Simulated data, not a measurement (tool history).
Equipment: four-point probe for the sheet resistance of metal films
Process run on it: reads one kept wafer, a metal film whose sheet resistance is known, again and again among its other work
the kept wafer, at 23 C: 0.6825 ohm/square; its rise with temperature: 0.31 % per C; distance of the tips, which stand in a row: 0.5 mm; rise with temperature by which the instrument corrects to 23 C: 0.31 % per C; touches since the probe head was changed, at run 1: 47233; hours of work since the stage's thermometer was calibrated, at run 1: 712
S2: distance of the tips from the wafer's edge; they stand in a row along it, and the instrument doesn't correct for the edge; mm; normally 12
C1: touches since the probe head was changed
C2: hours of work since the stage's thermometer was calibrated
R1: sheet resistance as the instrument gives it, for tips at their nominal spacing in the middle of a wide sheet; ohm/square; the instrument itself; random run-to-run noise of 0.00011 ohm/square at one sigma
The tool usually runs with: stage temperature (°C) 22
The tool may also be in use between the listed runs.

run 1 hour=0.0 | stage_temperature_(°C)=22 S2=12 | C1=47233 C2=712 | R1=0.682339
run 2 hour=108.5 | stage_temperature_(°C)=29 S2=12 | C1=50002 C2=758 | R1=0.682114
run 3 hour=178.0 | stage_temperature_(°C)=29 S2=12 | C1=51775 C2=787 | R1=0.681761
run 4 hour=246.6 | stage_temperature_(°C)=29 S2=12 | C1=53527 C2=816 | R1=0.682053
run 5 hour=308.0 | stage_temperature_(°C)=29 S2=12 | C1=55095 C2=842 | R1=0.682223
run 6 hour=426.4 | stage_temperature_(°C)=22 S2=12 | C1=58115 C2=892 | R1=0.682173
run 7 hour=506.0 | stage_temperature_(°C)=22 S2=12 | C1=60147 C2=925 | R1=0.682181
run 8 hour=577.2 | stage_temperature_(°C)=22 S2=12 | C1=61964 C2=955 | R1=0.682073
run 9 hour=667.4 | stage_temperature_(°C)=22 S2=12 | C1=64268 C2=993 | R1=0.682124
run 10 hour=722.2 | stage_temperature_(°C)=22 S2=12 | C1=65665 C2=1016 | R1=0.681848
run 11 hour=843.5 | stage_temperature_(°C)=22 S2=12 | C1=68762 C2=1067 | R1=0.681904
run 12 hour=953.7 | stage_temperature_(°C)=22 S2=12 | C1=71576 C2=1114 | R1=0.682025
run 13 hour=1018.4 | stage_temperature_(°C)=22 S2=12 | C1=73227 C2=1141 | R1=0.681967
run 14 hour=1119.6 | stage_temperature_(°C)=22 S2=12 | C1=75808 C2=1184 | R1=0.681987
run 15 hour=1184.3 | stage_temperature_(°C)=22 S2=16 | C1=77462 C2=1211 | R1=0.681633
run 16 hour=1244.7 | stage_temperature_(°C)=32 S2=16 | C1=79001 C2=1236 | R1=0.681329
run 17 hour=1356.9 | stage_temperature_(°C)=32 S2=16 | C1=81866 C2=1284 | R1=0.681309
run 18 hour=1438.2 | stage_temperature_(°C)=32 S2=16 | C1=83942 C2=1318 | R1=0.681356
run 19 hour=1567.4 | stage_temperature_(°C)=22 S2=12 | C1=87239 C2=1372 | R1=0.681747
run 20 hour=1693.2 | stage_temperature_(°C)=22 S2=12 | C1=90449 C2=1425 | R1=0.681625
run 21 hour=1769.8 | stage_temperature_(°C)=22 S2=12 | C1=92406 C2=1458 | R1=0.681837
run 22 hour=1844.5 | stage_temperature_(°C)=22 S2=12 | C1=94310 C2=1489 | R1=0.681680
run 23 hour=1924.5 | stage_temperature_(°C)=22 S2=12 | C1=96353 C2=1523 | R1=0.681394
run 24 hour=2006.7 | stage_temperature_(°C)=21 S2=12 | C1=98450 C2=1557 | R1=0.681713
run 25 hour=2111.1 | stage_temperature_(°C)=21 S2=10 | C1=101116 C2=1601 | R1=0.681937
run 26 hour=2187.9 | stage_temperature_(°C)=19 S2=12 | C1=103075 C2=1634 | R1=0.681764
run 27 hour=2299.1 | stage_temperature_(°C)=19 S2=12 | C1=105916 C2=1681 | R1=0.681755
run 28 hour=2386.0 | stage_temperature_(°C)=33 S2=29 | C1=108132 C2=1717 | R1=0.680808
run 29 hour=2471.3 | stage_temperature_(°C)=19 S2=12 | C1=110310 C2=1753 | R1=0.681620
run 30 hour=2583.2 | stage_temperature_(°C)=19 S2=12 | C1=113166 C2=1800 | R1=0.681702
run 31 hour=2643.2 | stage_temperature_(°C)=19 S2=12 | C1=114697 C2=1825 | R1=0.681593
run 32 hour=2713.3 | stage_temperature_(°C)=22 S2=25 | C1=116487 C2=1855 | R1=0.680997
run 33 hour=2806.4 | stage_temperature_(°C)=22 S2=31 | C1=118863 C2=1894 | R1=0.681018
run 34 hour=2916.9 | stage_temperature_(°C)=31 S2=8 | C1=121683 C2=1941 | R1=0.681770
run 35 hour=3037.6 | stage_temperature_(°C)=29 S2=40 | C1=124763 C2=1992 | R1=0.680428
run 36 hour=3146.2 | stage_temperature_(°C)=21 S2=40 | C1=127536 C2=2037 | R1=0.680698
run 37 hour=3199.8 | stage_temperature_(°C)=21 S2=40 | C1=128902 C2=2060 | R1=0.680469
run 38 hour=3318.3 | stage_temperature_(°C)=21 S2=40 | C1=131927 C2=2110 | R1=0.680786
run 39 hour=3432.7 | stage_temperature_(°C)=20 S2=4 | C1=134849 C2=2158 | R1=0.686592
run 40 hour=3493.3 | stage_temperature_(°C)=20 S2=4 | C1=136395 C2=2184 | R1=0.686402
run 41 hour=3601.7 | stage_temperature_(°C)=20 S2=4 | C1=139163 C2=2229 | R1=0.686170
run 42 hour=3698.7 | stage_temperature_(°C)=23 S2=13 | C1=141639 C2=2270 | R1=0.681038
run 43 hour=3762.4 | stage_temperature_(°C)=28 S2=12 | C1=143264 C2=2297 | R1=0.680880
run 44 hour=3874.2 | stage_temperature_(°C)=28 S2=12 | C1=146118 C2=2344 | R1=0.680874
run 45 hour=3957.8 | stage_temperature_(°C)=19 S2=29 | C1=148250 C2=2379 | R1=0.680511

Measured minus without-hidden-state, run by run (identical run-to-run variation in each term; gauge scatter may differ):
Hidden state present: inner tips' distance over the nominal, %; tips' flats over new ones', %; wafer's true temperature over the reading, C; drift of the gauge itself on sheet_ohm, %.
run=1 R1=-0.000866
run=2 R1=-0.000907
run=3 R1=-0.000927
run=4 R1=-0.000949
run=5 R1=-0.000970
run=6 R1=-0.000998
run=7 R1=-0.001026
run=8 R1=-0.001042
run=9 R1=-0.001076
run=10 R1=-0.001095
run=11 R1=-0.001138
run=12 R1=-0.001175
run=13 R1=-0.001195
run=14 R1=-0.001226
run=15 R1=-0.001250
run=16 R1=-0.001286
run=17 R1=-0.001326
run=18 R1=-0.001344
run=19 R1=-0.001366
run=20 R1=-0.001408
run=21 R1=-0.001433
run=22 R1=-0.001455
run=23 R1=-0.001478
run=24 R1=-0.001506
run=25 R1=-0.001540
run=26 R1=-0.001560
run=27 R1=-0.001597
run=28 R1=-0.001656
run=29 R1=-0.001641
run=30 R1=-0.001676
run=31 R1=-0.001695
run=32 R1=-0.001723
run=33 R1=-0.001753
run=34 R1=-0.001820
run=35 R1=-0.001849
run=36 R1=-0.001857
run=37 R1=-0.001872
run=38 R1=-0.001904
run=39 R1=-0.001950
run=40 R1=-0.001971
run=41 R1=-0.001998
run=42 R1=-0.002027
run=43 R1=-0.002064
run=44 R1=-0.002098
run=45 R1=-0.002083

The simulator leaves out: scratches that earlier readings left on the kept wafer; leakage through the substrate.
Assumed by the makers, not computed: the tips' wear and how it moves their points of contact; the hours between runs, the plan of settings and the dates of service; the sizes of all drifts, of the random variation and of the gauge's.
